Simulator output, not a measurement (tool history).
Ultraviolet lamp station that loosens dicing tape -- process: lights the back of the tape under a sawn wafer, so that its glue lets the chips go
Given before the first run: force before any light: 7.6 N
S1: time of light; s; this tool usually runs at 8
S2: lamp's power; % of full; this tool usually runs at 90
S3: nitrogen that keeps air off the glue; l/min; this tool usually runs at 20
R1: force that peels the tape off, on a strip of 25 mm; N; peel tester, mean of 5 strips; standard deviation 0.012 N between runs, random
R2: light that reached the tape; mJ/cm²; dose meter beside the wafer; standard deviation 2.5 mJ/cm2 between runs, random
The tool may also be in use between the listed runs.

run,day,S1,S2,S3,R1,R2
1,0.000,8,90,20,0.548,294
2,0.350,8,90,20,0.578,293
3,0.804,8,90,20,0.546,291
4,1.308,8,90,20,0.551,295
5,1.733,6,90,20,0.950,216
6,2.350,6,90,20,0.926,218
7,2.838,8,81,20,0.652,264
8,3.175,8,81,20,0.674,264
9,3.596,5,81,20,1.520,162
10,3.938,5,81,20,1.570,165
11,4.338,5,81,8,2.486,166
12,4.788,5,81,8,2.532,166
13,5.396,6,90,20,0.919,218
14,5.967,6,90,20,0.962,219
15,6.542,8,80,8,1.404,261
16,7.042,9,80,30,0.401,294
17,7.396,9,80,19,0.568,295
18,7.829,9,80,19,0.559,293
19,8.317,9,80,19,0.577,290
20,8.983,8,91,24,0.471,295
21,9.592,7,62,24,1.182,175
22,10.008,8,94,20,0.504,306
23,10.700,5,90,20,1.324,182
24,11.254,5,90,20,1.274,181
25,11.829,5,74,15,2.037,151
26,12.192,6,65,37,1.103,162
27,12.567,7,65,7,2.486,183
28,13.021,7,65,7,2.291,181

Withheld: 1 entry from between the runs. Position of each, and hidden state at the listed run before versus the listed run after:
Runs 23 to 24: window cleaned of glue's vapour (day 11.142)
  light that the window lets through, % of a clean one's: 99.9 -> 100
